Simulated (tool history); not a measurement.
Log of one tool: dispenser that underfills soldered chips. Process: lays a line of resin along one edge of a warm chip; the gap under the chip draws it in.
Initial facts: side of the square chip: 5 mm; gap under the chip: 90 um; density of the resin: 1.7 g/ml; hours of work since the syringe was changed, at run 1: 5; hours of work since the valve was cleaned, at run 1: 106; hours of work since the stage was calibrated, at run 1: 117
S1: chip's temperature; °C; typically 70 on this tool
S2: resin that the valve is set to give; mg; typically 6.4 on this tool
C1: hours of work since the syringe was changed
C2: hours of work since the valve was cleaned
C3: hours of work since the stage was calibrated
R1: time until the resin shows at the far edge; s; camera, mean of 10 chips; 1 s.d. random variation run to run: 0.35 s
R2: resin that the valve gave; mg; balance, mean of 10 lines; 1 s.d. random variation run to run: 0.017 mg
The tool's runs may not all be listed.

run	hour	S1	S2	C1	C2	C3	R1	R2
1	0	70	6.4	5	106	117	21.6	6.15
# hour 1.7: new syringe of resin
2	4.8	70	6.4	2	109	119	19.9	6.15
3	10.2	64	6.4	5	112	123	27.8	6.13
# hour 12.4: new syringe of resin
4	15.1	70	6.4	2	115	125	19.4	6.13
5	19.3	70	6.4	4	118	128	21	6.11
# hour 23.1: new syringe of resin
6	24.6	70	6.4	1	121	131	18.8	6.1
# hour 29.3: dispensing valve cleaned and set on the balance
7	31.7	70	6.4	5	1	135	21.7	6.42
# hour 35.3: new syringe of resin
8	38.2	70	6.4	2	5	139	19.4	6.39
9	43.4	70	6.4	5	8	142	22.1	6.35
# hour 46.4: new syringe of resin
10	49.6	70	6.45	2	12	145	19.1	6.41
# hour 57.1: new syringe of resin
11	57.5	70	6.45	0	17	150	18.8	6.4
12	64.1	70	6.45	4	21	154	21.9	6.42
# hour 68: new syringe of resin
13	68.9	61	6.45	0	23	157	25.3	6.38
14	75.8	82	6.4	5	28	161	14.8	6.34
# hour 78.6: new syringe of resin
15	82.3	82	6.4	2	31	165	13.5	6.33
16	88.4	70	5.72	6	35	168	23.7	5.64
# hour 89.4: new syringe of resin
17	93.8	70	5.72	3	38	171	21.8	5.63
18	97.7	65	6.4	5	40	174	26.5	6.31
# hour 100.4: new syringe of resin
19	102.5	75	6.02	1	43	177	16.7	5.9
20	109.6	82	8.03	6	47	181	15.6	7.85
# hour 111.1: new syringe of resin
21	115.6	82	8.03	3	51	184	14.5	7.85
22	119.5	71	7.69	5	53	187	21.2	7.53
# hour 121.8: new syringe of resin
23	128.6	61	5.48	4	59	192	29.3	5.38
# hour 132.8: new syringe of resin
24	135.6	79	6.4	2	63	196	14.9	6.25
25	141.2	70	7.65	5	66	199	22.2	7.43
# hour 143.6: new syringe of resin
26	148.3	70	7.65	3	70	204	20.6	7.45
27	153.5	78	7.49	6	73	207	17.7	7.26
# hour 154.4: new syringe of resin
28	158.1	56	7.49	2	76	209	32.1	7.27
# hour 165.2: new syringe of resin
29	165.6	76	5.95	0	80	214	15.9	5.76
30	174.2	71	7.66	5	86	219	22.3	7.41
# hour 176.4: new syringe of resin
31	181.6	71	7.66	3	90	223	20	7.36
# hour 187.2: new syringe of resin
32	187.7	82	6.38	0	93	227	12.7	6.15
33	191.7	65	7.25	3	96	229	23.9	6.98
# hour 198.1: new syringe of resin
34	199.5	84	7.25	1	100	234	12.6	6.93
35	205.5	84	7.25	4	104	237	13.8	6.96

Each row is a separate what-if for the run after 35, all from the same tool condition, not one after another. Results?
# hour 208.7: new syringe of resin
A	210.3	72	7.57	1	107	240	?	?
# hour 208.7: new syringe of resin
B	210.3	63	5.79	1	107	240	?	?
# hour 208.7: new syringe of resin
C	210.3	76	6.02	1	107	240	?	?
# hour 208.7: new syringe of resin
D	210.3	57	7.58	1	107	240	?	?

run	R1	R2
A	18.4	7.24
B	25.7	5.56
C	16.3	5.74
D	30.2	7.28
Without the tool's unlogged condition, the same runs would have read:
run	R1	R2
A	16.9	7.55
B	23.5	5.8
C	14.9	5.99
D	27.6	7.6
